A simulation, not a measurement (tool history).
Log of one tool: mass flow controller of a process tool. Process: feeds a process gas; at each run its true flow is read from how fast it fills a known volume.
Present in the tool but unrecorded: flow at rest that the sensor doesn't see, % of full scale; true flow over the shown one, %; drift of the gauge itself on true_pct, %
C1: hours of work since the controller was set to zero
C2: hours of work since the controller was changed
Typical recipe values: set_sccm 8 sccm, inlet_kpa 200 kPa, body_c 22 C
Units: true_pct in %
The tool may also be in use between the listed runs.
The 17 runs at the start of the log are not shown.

run 18 day=157.346 | set_sccm=3 inlet_kpa=217 body_c=24 | C1=114 C2=964 | true_pct=101.15
-- day=164.708 controller's zero set anew, once more
run 19 day=164.708 | set_sccm=8 inlet_kpa=217 body_c=23 | C1=0 C2=1029 | true_pct=99.66
run 20 day=176.504 | set_sccm=8 inlet_kpa=158 body_c=22 | C1=104 C2=1132 | true_pct=99.74
run 21 day=184.188 | set_sccm=2 inlet_kpa=200 body_c=22 | C1=171 C2=1200 | true_pct=99.98
run 22 day=197.271 | set_sccm=3 inlet_kpa=177 body_c=32 | C1=286 C2=1315 | true_pct=99.34
run 23 day=210.112 | set_sccm=19 inlet_kpa=272 body_c=22 | C1=399 C2=1428 | true_pct=100.6
run 24 day=217.779 | set_sccm=19 inlet_kpa=272 body_c=22 | C1=467 C2=1495 | true_pct=100.51
run 25 day=232.233 | set_sccm=6 inlet_kpa=220 body_c=27 | C1=594 C2=1623 | true_pct=99.81
run 26 day=246.325 | set_sccm=4 inlet_kpa=183 body_c=28 | C1=718 C2=1746 | true_pct=100.01
run 27 day=255.504 | set_sccm=3 inlet_kpa=200 body_c=22 | C1=799 C2=1827 | true_pct=100.87
run 28 day=264.862 | set_sccm=4 inlet_kpa=261 body_c=21 | C1=881 C2=1909 | true_pct=100.77
run 29 day=272.604 | set_sccm=19 inlet_kpa=186 body_c=28 | C1=949 C2=1978 | true_pct=100.16
run 30 day=286.517 | set_sccm=5 inlet_kpa=186 body_c=37 | C1=1071 C2=2100 | true_pct=99.63

Forecast each of these 4 alternatives for the next run:
run A day=293.529 | set_sccm=14 inlet_kpa=176 body_c=29 | C1=1133 C2=2162 | true_pct=?
run B day=293.529 | set_sccm=8 inlet_kpa=275 body_c=40 | C1=1133 C2=2162 | true_pct=?
run C day=293.529 | set_sccm=5 inlet_kpa=186 body_c=22 | C1=1133 C2=2162 | true_pct=?
run D day=293.529 | set_sccm=10 inlet_kpa=140 body_c=22 | C1=1133 C2=2162 | true_pct=?

run=A true_pct=100.18
run=B true_pct=99.57
run=C true_pct=100.66
run=D true_pct=100.34
With no hidden state in the tool, these same runs would have given:
run=A true_pct=99.45
run=B true_pct=98.58
run=C true_pct=99.31
run=D true_pct=99.48

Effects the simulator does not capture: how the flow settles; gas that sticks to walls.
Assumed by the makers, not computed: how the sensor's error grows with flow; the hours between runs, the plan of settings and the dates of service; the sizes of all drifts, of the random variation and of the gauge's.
